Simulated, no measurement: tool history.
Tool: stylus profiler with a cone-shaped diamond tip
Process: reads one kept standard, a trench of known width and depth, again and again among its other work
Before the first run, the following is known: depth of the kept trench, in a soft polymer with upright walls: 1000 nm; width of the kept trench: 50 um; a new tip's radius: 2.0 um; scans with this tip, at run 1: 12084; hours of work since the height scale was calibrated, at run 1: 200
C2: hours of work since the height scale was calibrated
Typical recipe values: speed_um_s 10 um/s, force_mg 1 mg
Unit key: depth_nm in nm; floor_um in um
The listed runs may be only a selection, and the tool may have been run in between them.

{"run": 1, "hour": 0.0, "speed_um_s": 10, "force_mg": 1, "scans with this tip": 12084, "C2": 200, "depth_nm": 1006.9, "floor_um": 43.71}
{"run": 2, "hour": 25.0, "speed_um_s": 10, "force_mg": 1, "scans with this tip": 12229, "C2": 215, "depth_nm": 1007.06, "floor_um": 43.67}
{"run": 3, "hour": 47.9, "speed_um_s": 10, "force_mg": 1, "scans with this tip": 12362, "C2": 228, "depth_nm": 1006.86, "floor_um": 43.64}
{"run": 4, "hour": 76.5, "speed_um_s": 10, "force_mg": 1, "scans with this tip": 12527, "C2": 245, "depth_nm": 1007.2, "floor_um": 43.62}
{"run": 5, "hour": 118.1, "speed_um_s": 7, "force_mg": 1, "scans with this tip": 12768, "C2": 269, "depth_nm": 1007.07, "floor_um": 43.58}
{"run": 6, "hour": 163.6, "speed_um_s": 10, "force_mg": 1, "scans with this tip": 13032, "C2": 296, "depth_nm": 1007.28, "floor_um": 43.53}
{"run": 7, "hour": 212.1, "speed_um_s": 10, "force_mg": 1, "scans with this tip": 13313, "C2": 324, "depth_nm": 1007.23, "floor_um": 43.52}
{"run": 8, "hour": 252.0, "speed_um_s": 10, "force_mg": 1, "scans with this tip": 13545, "C2": 347, "depth_nm": 1007.25, "floor_um": 43.45}
{"run": 9, "hour": 296.3, "speed_um_s": 10, "force_mg": 0.72, "scans with this tip": 13801, "C2": 373, "depth_nm": 1006.19, "floor_um": 43.36}
{"run": 10, "hour": 328.2, "speed_um_s": 6, "force_mg": 1, "scans with this tip": 13986, "C2": 392, "depth_nm": 1007.51, "floor_um": 43.33}
{"run": 11, "hour": 368.3, "speed_um_s": 6, "force_mg": 1, "scans with this tip": 14219, "C2": 415, "depth_nm": 1007.61, "floor_um": 43.29}
{"run": 12, "hour": 418.3, "speed_um_s": 10, "force_mg": 1, "scans with this tip": 14508, "C2": 444, "depth_nm": 1007.53, "floor_um": 43.26}
{"run": 13, "hour": 444.2, "speed_um_s": 10, "force_mg": 1.74, "scans with this tip": 14659, "C2": 460, "depth_nm": 1010.58, "floor_um": 43.23}
{"run": 14, "hour": 493.3, "speed_um_s": 10, "force_mg": 1.74, "scans with this tip": 14943, "C2": 488, "depth_nm": 1010.6, "floor_um": 43.23}
{"run": 15, "hour": 540.3, "speed_um_s": 10, "force_mg": 2, "scans with this tip": 15216, "C2": 516, "depth_nm": 1011.53, "floor_um": 43.17}
{"run": 16, "hour": 584.1, "speed_um_s": 10, "force_mg": 2, "scans with this tip": 15469, "C2": 541, "depth_nm": 1011.59, "floor_um": 43.16}
{"run": 17, "hour": 627.5, "speed_um_s": 10, "force_mg": 2, "scans with this tip": 15721, "C2": 567, "depth_nm": 1011.83, "floor_um": 43.09}
{"run": 18, "hour": 654.8, "speed_um_s": 16, "force_mg": 1, "scans with this tip": 15879, "C2": 582, "depth_nm": 1007.74, "floor_um": 43.01}
{"run": 19, "hour": 694.3, "speed_um_s": 16, "force_mg": 1, "scans with this tip": 16109, "C2": 606, "depth_nm": 1007.71, "floor_um": 43}
{"run": 20, "hour": 748.2, "speed_um_s": 16, "force_mg": 1, "scans with this tip": 16421, "C2": 637, "depth_nm": 1007.91, "floor_um": 42.89}
{"run": 21, "hour": 781.8, "speed_um_s": 37, "force_mg": 1.06, "scans with this tip": 16615, "C2": 657, "depth_nm": 1008.31, "floor_um": 42.73}
{"hour": 787.3, "done": "height scale calibrated on a step standard"}
{"run": 22, "hour": 822.4, "speed_um_s": 37, "force_mg": 1.06, "scans with this tip": 16848, "C2": 20, "depth_nm": 1008.48, "floor_um": 42.67}
{"hour": 851.1, "done": "new tip fitted, height scale calibrated"}
{"run": 23, "hour": 873.7, "speed_um_s": 9, "force_mg": 1.03, "scans with this tip": 131, "C2": 13, "depth_nm": 1006.7, "floor_um": 46.37}
{"run": 24, "hour": 911.6, "speed_um_s": 3, "force_mg": 0.65, "scans with this tip": 350, "C2": 35, "depth_nm": 1004.76, "floor_um": 46.28}
{"run": 25, "hour": 952.3, "speed_um_s": 4, "force_mg": 1.01, "scans with this tip": 586, "C2": 59, "depth_nm": 1006.58, "floor_um": 46.23}
{"hour": 984.0, "done": "height scale calibrated on a step standard, once more"}
{"run": 26, "hour": 1006.2, "speed_um_s": 10, "force_mg": 0.63, "scans with this tip": 896, "C2": 13, "depth_nm": 1004.75, "floor_um": 46.04}
{"run": 27, "hour": 1037.7, "speed_um_s": 18, "force_mg": 0.69, "scans with this tip": 1079, "C2": 31, "depth_nm": 1005.17, "floor_um": 45.93}
{"run": 28, "hour": 1069.7, "speed_um_s": 10, "force_mg": 0.94, "scans with this tip": 1264, "C2": 50, "depth_nm": 1006.43, "floor_um": 45.95}
{"run": 29, "hour": 1095.2, "speed_um_s": 3, "force_mg": 0.47, "scans with this tip": 1412, "C2": 65, "depth_nm": 1003.84, "floor_um": 45.96}
{"run": 30, "hour": 1128.8, "speed_um_s": 30, "force_mg": 0.57, "scans with this tip": 1607, "C2": 84, "depth_nm": 1004.67, "floor_um": 45.6}
{"run": 31, "hour": 1165.3, "speed_um_s": 30, "force_mg": 0.57, "scans with this tip": 1818, "C2": 106, "depth_nm": 1004.71, "floor_um": 45.6}
{"run": 32, "hour": 1219.9, "speed_um_s": 30, "force_mg": 0.57, "scans with this tip": 2135, "C2": 138, "depth_nm": 1004.82, "floor_um": 45.53}
{"run": 33, "hour": 1252.2, "speed_um_s": 30, "force_mg": 0.57, "scans with this tip": 2322, "C2": 156, "depth_nm": 1004.68, "floor_um": 45.4}
{"run": 34, "hour": 1306.8, "speed_um_s": 30, "force_mg": 0.57, "scans with this tip": 2638, "C2": 188, "depth_nm": 1004.73, "floor_um": 45.35}
{"run": 35, "hour": 1357.5, "speed_um_s": 4, "force_mg": 1, "scans with this tip": 2932, "C2": 218, "depth_nm": 1006.77, "floor_um": 45.57}
{"run": 36, "hour": 1390.8, "speed_um_s": 22, "force_mg": 0.44, "scans with this tip": 3125, "C2": 237, "depth_nm": 1004.18, "floor_um": 45.25}
{"run": 37, "hour": 1420.9, "speed_um_s": 22, "force_mg": 0.44, "scans with this tip": 3300, "C2": 255, "depth_nm": 1004.29, "floor_um": 45.24}
{"run": 38, "hour": 1452.2, "speed_um_s": 9, "force_mg": 0.92, "scans with this tip": 3481, "C2": 273, "depth_nm": 1006.93, "floor_um": 45.42}

Consider 4 possible next runs. They are alternatives, not a sequence: every one starts from the tool as it was left by run 38. What does each give?
{"run": "A", "hour": 1505.2, "speed_um_s": 38, "force_mg": 1.78, "scans with this tip": 3788, "C2": 304, "depth_nm": "?", "floor_um": "?"}
{"run": "B", "hour": 1505.2, "speed_um_s": 5, "force_mg": 1, "scans with this tip": 3788, "C2": 304, "depth_nm": "?", "floor_um": "?"}
{"run": "C", "hour": 1505.2, "speed_um_s": 13, "force_mg": 1, "scans with this tip": 3788, "C2": 304, "depth_nm": "?", "floor_um": "?"}
{"run": "D", "hour": 1505.2, "speed_um_s": 10, "force_mg": 0.91, "scans with this tip": 3788, "C2": 304, "depth_nm": "?", "floor_um": "?"}

run=A depth_nm=1010.3 floor_um=45.17
run=B depth_nm=1007.09 floor_um=45.33
run=C depth_nm=1007.11 floor_um=45.29
run=D depth_nm=1006.89 floor_um=45.29
What these runs would have given with no unlogged condition in the tool:
run=A depth_nm=1009.77 floor_um=46.31
run=B depth_nm=1006.57 floor_um=46.48
run=C depth_nm=1006.59 floor_um=46.44
run=D depth_nm=1006.36 floor_um=46.44

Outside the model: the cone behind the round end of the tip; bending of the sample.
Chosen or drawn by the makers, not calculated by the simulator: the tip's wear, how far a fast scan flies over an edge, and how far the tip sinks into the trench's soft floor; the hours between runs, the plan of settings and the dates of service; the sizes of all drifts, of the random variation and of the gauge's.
